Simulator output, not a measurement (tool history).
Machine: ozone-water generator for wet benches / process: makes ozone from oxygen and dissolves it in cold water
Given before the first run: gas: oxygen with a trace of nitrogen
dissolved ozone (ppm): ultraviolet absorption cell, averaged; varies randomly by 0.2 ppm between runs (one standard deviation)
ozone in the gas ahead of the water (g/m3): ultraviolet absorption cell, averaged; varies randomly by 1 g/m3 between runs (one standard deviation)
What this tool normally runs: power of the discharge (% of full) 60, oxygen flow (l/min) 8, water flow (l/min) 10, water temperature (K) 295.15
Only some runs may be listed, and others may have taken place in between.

| run | hour | power of the discharge (% of full) | oxygen flow (l/min) | water flow (l/min) | water temperature (K) | dissolved ozone (ppm) | ozone in the gas ahead of the water (g/m3) |
|---|---|---|---|---|---|---|---|
| 1 | 0 | 60 | 8 | 10 | 295.15 | 27.7 | 164.9 |
| 2 | 63 | 60 | 8 | 10 | 295.15 | 27.4 | 164.5 |
|  | 100 | water thermometer calibrated |
| 3 | 120.9 | 60 | 8 | 10 | 295.15 | 27.7 | 163.3 |
| 4 | 178.9 | 60 | 8 | 10 | 295.15 | 27.1 | 163.2 |
| 5 | 211.1 | 60 | 8 | 10 | 295.15 | 27.2 | 164.3 |
| 6 | 259.7 | 51 | 8 | 10 | 295.15 | 25.1 | 146.3 |
| 7 | 306.6 | 51 | 8 | 10 | 295.15 | 24.6 | 147.3 |
| 8 | 346.8 | 86 | 13.43 | 10 | 295.15 | 31.2 | 166.2 |
| 9 | 404.5 | 56 | 7.25 | 13 | 299.15 | 21.1 | 159.7 |
| 10 | 466.9 | 56 | 7.25 | 13 | 299.15 | 21.2 | 161.8 |
| 11 | 512.3 | 56 | 7.25 | 13 | 299.15 | 21 | 161.1 |
| 12 | 574.8 | 52 | 8.28 | 10 | 295.15 | 24.6 | 145.1 |
| 13 | 615.2 | 52 | 13.79 | 12 | 302.15 | 18 | 122.4 |

Had the tool no unlogged condition, and each run kept its random variation, what would the results have been?
What the log doesn't record here: yield of the discharge, % of new electrodes'; contactor's efficiency, % of a clean one's; true water temperature over the reading, C; drift of the gauge itself on ozone_ppm, %; drift of the gauge itself on gas_g_m3, %.
| run | dissolved ozone (ppm) | ozone in the gas ahead of the water (g/m3) |
|---|---|---|
| 1 | 30.2 | 175.8 |
| 2 | 29.9 | 175.6 |
| 3 | 30.1 | 174.7 |
| 4 | 29.5 | 174.8 |
| 5 | 29.6 | 176.1 |
| 6 | 27.2 | 155.8 |
| 7 | 26.8 | 157 |
| 8 | 34.8 | 182.1 |
| 9 | 23.1 | 171.5 |
| 10 | 23.2 | 173.9 |
| 11 | 23.1 | 173.4 |
| 12 | 27 | 155.9 |
| 13 | 19.7 | 131.5 |
